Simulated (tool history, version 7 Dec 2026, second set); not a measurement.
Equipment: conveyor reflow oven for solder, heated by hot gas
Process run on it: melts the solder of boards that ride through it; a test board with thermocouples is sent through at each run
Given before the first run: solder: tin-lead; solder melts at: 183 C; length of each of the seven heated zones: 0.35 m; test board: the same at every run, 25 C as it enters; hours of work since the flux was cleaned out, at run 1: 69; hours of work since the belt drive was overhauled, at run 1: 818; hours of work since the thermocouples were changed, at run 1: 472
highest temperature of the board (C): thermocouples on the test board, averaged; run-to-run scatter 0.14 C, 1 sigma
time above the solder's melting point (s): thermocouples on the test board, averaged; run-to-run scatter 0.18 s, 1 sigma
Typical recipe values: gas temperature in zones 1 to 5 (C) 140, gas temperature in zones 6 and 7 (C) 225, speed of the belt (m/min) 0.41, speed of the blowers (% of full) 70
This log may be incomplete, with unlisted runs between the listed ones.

run    hour  gas temperature in zones 1 to 5 (C)  gas temperature in zones 6 and 7 (C)  speed of the belt (m/min)  speed of the blowers (% of full)  hours of work since the flux was cleaned out  hours of work since the belt drive was overhauled  hours of work since the thermocouples were changed  highest temperature of the board (C)  time above the solder's melting point (s)
  1       0                                  140                                   225                       0.41                                70                                            69                                                818                                                 472                                 212.8                                       74.9
  2    51.1                                  137                                   225                       0.41                                70                                            92                                                841                                                 495                                 212.3                                       72.7
      107.8  -- belt drive overhauled, speed set with a stopwatch
  3   126.9                                  137                                   225                       0.41                                70                                           124                                                  9                                                 527                                 211.6                                       70.6
  4   180.6                                  140                                   229                       0.41                                70                                           149                                                 33                                                 552                                 215.1                                       76.2
        254  -- thermocouples of zones 6 and 7 changed
  5     254                                  140                                   229                       0.41                                70                                           181                                                 65                                                   0                                 214.5                                       75.2
  6   325.8                                  140                                   225                      0.423                                70                                           213                                                 97                                                  32                                 210.1                                       67.8
  7   389.5                                  140                                   225                      0.423                                70                                           242                                                126                                                  61                                 209.7                                       67.4
  8   427.9                                  140                                   225                      0.423                                70                                           259                                                144                                                  78                                 209.9                                       67.4
      512.1  -- flux residue cleaned out of gas plates and filters
  9   512.1                                  140                                   225                      0.423                                70                                             0                                                179                                                 114                                 211.4                                       70.2
 10   545.2                                  140                                   225                      0.423                                67                                            15                                                194                                                 129                                 210.7                                       69.2
 11   598.4                                  130                                   225                       0.41                                70                                            39                                                218                                                 153                                 210.5                                       66.8
 12   661.2                                  130                                   225                       0.41                                70                                            67                                                247                                                 182                                 210.5                                       66.6
 13     736                                  140                                   225                      0.471                                70                                           101                                                280                                                 215                                   208                                       57.5
 14   795.8                                  140                                   225                      0.471                                70                                           128                                                307                                                 242                                 207.7                                       57.1
 15   849.8                                  140                                   225                      0.471                                70                                           152                                                332                                                 267                                 207.4                                       57.2
 16   896.4                                  149                                   225                       0.41                                70                                           173                                                353                                                 288                                   213                                       79.5
 17   973.6                                  149                                   225                       0.41                                70                                           208                                                388                                                 323                                 212.8                                       79.2
 18  1015.5                                  151                                   225                       0.41                                70                                           227                                                407                                                 341                                 213.3                                       80.6
 19  1075.5                                  132                                   225                      0.412                                70                                           254                                                434                                                 369                                 209.6                                       65.8
 20  1132.5                                  140                                   215                      0.459                                70                                           280                                                459                                                 394                                 199.4                                         47
     1172.2  -- flux residue cleaned out of gas plates and filters
 21  1196.5                                  133                                   230                      0.457                                70                                            11                                                486                                                 421                                 212.9                                       63.3
 22  1250.2                                  133                                   227                      0.457                                70                                            35                                                510                                                 445                                 210.3                                       60.2
 23  1322.2                                  153                                   216                       0.41                                70                                            68                                                543                                                 478                                 207.2                                         76
 24  1394.5                                  138                                   226                      0.449                                70                                           100                                                575                                                 510                                 210.7                                         64
 25  1463.7                                  144                                   234                       0.48                                79                                           132                                                607                                                 542                                 217.9                                       69.3
 26  1534.2                                  140                                   223                      0.366                                70                                           163                                                639                                                 573                                 213.6                                       86.3
     1559.8  -- thermocouples of zones 6 and 7 changed
 27  1600.1                                  154                                   234                      0.441                                60                                           192                                                667                                                  18                                 217.4                                       80.4
 28  1672.7                                  128                                   227                       0.41                                70                                           225                                                700                                                  51                                 210.7                                       66.7
 29    1738                                  140                                   219                      0.448                                52                                           255                                                730                                                  80                                 199.8                                       47.1
 30  1778.3                                  140                                   217                      0.337                                52                                           273                                                748                                                  99                                 205.6                                       81.3

Here are 4 independent what-if runs from the current tool condition. What would each one return?
  A  1810.3                                  151                                   217                      0.337                                60                                           287                                                762                                                 113                                     ?                                          ?
  B  1810.3                                  131                                   217                      0.448                                74                                           287                                                762                                                 113                                     ?                                          ?
  C  1810.3                                  132                                   225                      0.426                                73                                           287                                                762                                                 113                                     ?                                          ?
  D  1810.3                                  131                                   217                      0.337                                52                                           287                                                762                                                 113                                     ?                                          ?

run  highest temperature of the board (C)  time above the solder's melting point (s)
  A                                 208.4                                         95
  B                                 200.4                                       47.2
  C                                 208.6                                       63.3
  D                                 204.2                                       73.6
Stripped of hidden state, with their random variation kept, the same runs would have yielded:
run  highest temperature of the board (C)  time above the solder's melting point (s)
  A                                 208.9                                       94.6
  B                                 201.8                                       49.2
  C                                 209.9                                       64.4
  D                                 204.9                                       74.2

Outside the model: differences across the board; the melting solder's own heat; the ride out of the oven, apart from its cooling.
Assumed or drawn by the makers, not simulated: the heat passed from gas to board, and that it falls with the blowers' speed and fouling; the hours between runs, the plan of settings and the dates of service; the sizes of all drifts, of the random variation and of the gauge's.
